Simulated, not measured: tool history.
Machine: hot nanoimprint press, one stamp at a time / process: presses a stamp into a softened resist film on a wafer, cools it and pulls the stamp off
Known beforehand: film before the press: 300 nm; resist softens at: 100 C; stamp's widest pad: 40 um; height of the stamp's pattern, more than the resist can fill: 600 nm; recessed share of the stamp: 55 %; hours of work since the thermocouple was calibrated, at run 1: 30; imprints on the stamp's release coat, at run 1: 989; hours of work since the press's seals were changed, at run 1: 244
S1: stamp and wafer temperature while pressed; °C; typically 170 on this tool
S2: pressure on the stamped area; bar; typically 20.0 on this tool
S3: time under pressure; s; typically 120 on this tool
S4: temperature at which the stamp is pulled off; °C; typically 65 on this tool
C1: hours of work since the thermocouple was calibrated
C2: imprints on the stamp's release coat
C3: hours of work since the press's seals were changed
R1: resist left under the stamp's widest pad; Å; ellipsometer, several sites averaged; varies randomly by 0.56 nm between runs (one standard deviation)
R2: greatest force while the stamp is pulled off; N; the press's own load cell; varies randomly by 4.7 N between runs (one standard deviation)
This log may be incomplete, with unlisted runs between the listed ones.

run	hour	S1	S2	S3	S4	C1	C2	C3	R1	R2
1	0.0	170	20.0	120	65	30	989	244	1192	321
2	12.6	170	20.0	120	65	37	1045	252	1191	317
3	26.5	170	20.0	120	65	45	1107	259	1189	332
4	39.8	170	20.0	120	65	53	1167	267	1203	336
5	50.1	170	20.0	72	65	59	1213	273	1421	338
6	61.6	170	20.0	72	65	65	1264	280	1418	338
7	71.7	170	20.0	72	65	71	1309	285	1424	360
8	86.7	170	20.0	72	65	79	1376	294	1431	349
9	95.0	170	20.0	72	65	84	1414	299	1429	357
10	108.6	159	20.0	120	65	92	1474	306	1757	355
11	117.1	159	20.0	92	65	97	1512	311	1890	376
12	128.1	159	20.0	92	65	103	1562	318	1883	388
13	143.7	159	20.0	92	65	112	1631	327	1890	377
# hour 157.4: stamp cleaned and given a new release coat
14	157.6	170	20.0	120	65	117	1	331	1209	230
15	165.7	170	20.0	120	65	121	37	336	1217	240
16	175.5	170	20.0	186	67	127	81	341	1035	226
17	189.4	170	20.0	186	67	135	143	349	1048	237
18	197.0	160	24.6	120	65	139	177	354	1537	247
19	205.6	178	21.8	207	57	144	215	359	744	272
20	217.8	166	20.0	142	67	151	270	366	1318	244
21	233.2	166	20.0	142	67	160	339	374	1327	257
22	248.9	174	20.0	142	67	169	409	383	1008	259
23	266.6	170	30.5	81	65	179	488	393	1109	287
24	277.5	170	18.8	120	65	185	537	400	1271	289
25	295.2	170	14.0	120	56	195	616	410	1481	307
26	305.6	170	21.4	65	60	201	663	416	1453	320
27	317.7	170	15.0	120	65	208	717	423	1428	291
28	327.5	170	15.0	120	65	214	761	428	1440	297
29	342.8	160	16.0	183	72	223	829	437	1710	275
30	350.8	160	16.0	183	72	227	865	442	1694	283

Some steps in R1, run to run, broken into two amounts with sign: the step expected even without the hidden condition (settings, incoming material, random variation), and the rest, left for the hidden condition together with whatever gauge scatter is not in both the measured and the hidden-condition-free result:
Hidden state at play: true temperature over the reading, C; pressure that arrives at the usual setting, %; grip of the stamp's worn release coat, % over a new coat's; drift of the gauge itself on residual_nm, %; drift of the gauge itself on pull_off_n, %.
Run 13 -> 14: S1 159 -> 170, S3 92 -> 120, stamp cleaned and given a new release coat. R1 -681 Å: hidden state -12, all else -669.
Run 17 -> 18: S1 170 -> 160, S2 20.0 -> 24.6, S3 186 -> 120, S4 67 -> 65. R1 +489 Å: hidden state +19, all else +470.
Run 18 -> 19: S1 160 -> 178, S2 24.6 -> 21.8, S3 120 -> 207, S4 65 -> 57. R1 -793 Å: hidden state -29, all else -764.
Run 19 -> 20: S1 178 -> 166, S2 21.8 -> 20.0, S3 207 -> 142, S4 57 -> 67. R1 +574 Å: hidden state +21, all else +553.
